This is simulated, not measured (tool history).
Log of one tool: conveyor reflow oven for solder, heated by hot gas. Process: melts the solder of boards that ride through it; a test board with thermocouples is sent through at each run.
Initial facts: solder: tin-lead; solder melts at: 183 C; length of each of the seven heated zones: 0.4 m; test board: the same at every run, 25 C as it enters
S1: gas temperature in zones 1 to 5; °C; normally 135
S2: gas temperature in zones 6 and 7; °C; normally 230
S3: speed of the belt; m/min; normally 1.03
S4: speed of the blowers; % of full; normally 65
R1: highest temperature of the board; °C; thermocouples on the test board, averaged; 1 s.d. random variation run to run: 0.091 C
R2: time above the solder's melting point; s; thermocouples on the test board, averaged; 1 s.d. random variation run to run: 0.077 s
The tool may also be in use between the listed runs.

| run | hour | S1 | S2 | S3 | S4 | R1 | R2 |
|---|---|---|---|---|---|---|---|
| 1 | 0 | 135 | 230 | 1.03 | 65 | 213.7 | 32.56 |
| 2 | 14 | 137 | 230 | 1.03 | 65 | 214.21 | 33.11 |
| 3 | 33.3 | 135 | 230 | 1.03 | 65 | 213.61 | 32.58 |
| 4 | 47.3 | 135 | 230 | 1.03 | 65 | 213.72 | 32.49 |
| 5 | 67.7 | 135 | 230 | 1.03 | 65 | 213.62 | 32.45 |
| 6 | 77.1 | 135 | 230 | 0.86 | 65 | 219.15 | 42.91 |
| 7 | 98 | 135 | 230 | 0.86 | 65 | 219.03 | 43.02 |
| 8 | 116.2 | 135 | 245 | 0.86 | 65 | 232.69 | 48.9 |
| 9 | 134.8 | 135 | 230 | 1.03 | 65 | 213.61 | 32.47 |
| 10 | 148.2 | 135 | 230 | 0.9 | 65 | 217.81 | 40.16 |
| 11 | 160.9 | 135 | 230 | 0.9 | 65 | 217.75 | 40.16 |
| 12 | 170.5 | 133 | 230 | 1.03 | 65 | 212.92 | 31.75 |
| 13 | 189.4 | 133 | 242 | 1.08 | 76 | 223.68 | 34.94 |
| 14 | 209.7 | 135 | 238 | 0.95 | 65 | 222.93 | 40.1 |
|  | 225.1 | flux residue cleaned out of gas plates and filters |
| 15 | 228.5 | 122 | 230 | 1.03 | 65 | 209.52 | 27.48 |
| 16 | 244 | 122 | 230 | 1.03 | 65 | 209.25 | 27.47 |
| 17 | 258.2 | 122 | 230 | 1.03 | 65 | 209.33 | 27.37 |
| 18 | 278 | 135 | 230 | 0.98 | 76 | 215.76 | 35.54 |
| 19 | 289.8 | 135 | 230 | 1.22 | 89 | 209.53 | 24.99 |
| 20 | 304.8 | 135 | 230 | 1.22 | 67 | 205.94 | 22.41 |
|  | 307.9 | thermocouples of zones 6 and 7 changed |
| 21 | 326.2 | 135 | 230 | 1.22 | 67 | 204.33 | 21.53 |
| 22 | 336.7 | 135 | 230 | 1.22 | 67 | 204.56 | 21.73 |

Below are 5 alternative next runs, each starting from the tool's condition after run 22. Predict each:
|  | 352.5 | flux residue cleaned out of gas plates and filters, once more |
| A | 362 | 135 | 230 | 0.84 | 65 | ? | ? |
|  | 352.5 | flux residue cleaned out of gas plates and filters, once more |
| B | 362 | 129 | 219 | 1.03 | 65 | ? | ? |
|  | 352.5 | flux residue cleaned out of gas plates and filters, once more |
| C | 362 | 135 | 230 | 1.03 | 64 | ? | ? |
|  | 352.5 | flux residue cleaned out of gas plates and filters, once more |
| D | 362 | 135 | 230 | 1.22 | 53 | ? | ? |
|  | 352.5 | flux residue cleaned out of gas plates and filters, once more |
| E | 362 | 121 | 230 | 1.03 | 58 | ? | ? |

| run | R1 | R2 |
|---|---|---|
| A | 219.36 | 44.67 |
| B | 203.13 | 24.82 |
| C | 213.35 | 32.47 |
| D | 204.65 | 21.62 |
| E | 209.43 | 27.51 |
Without the tool's unlogged condition, the same runs would have read:
| run | R1 | R2 |
|---|---|---|
| A | 218.89 | 44.03 |
| B | 202.66 | 24.22 |
| C | 212.86 | 31.91 |
| D | 204.13 | 21.08 |
| E | 208.9 | 26.92 |
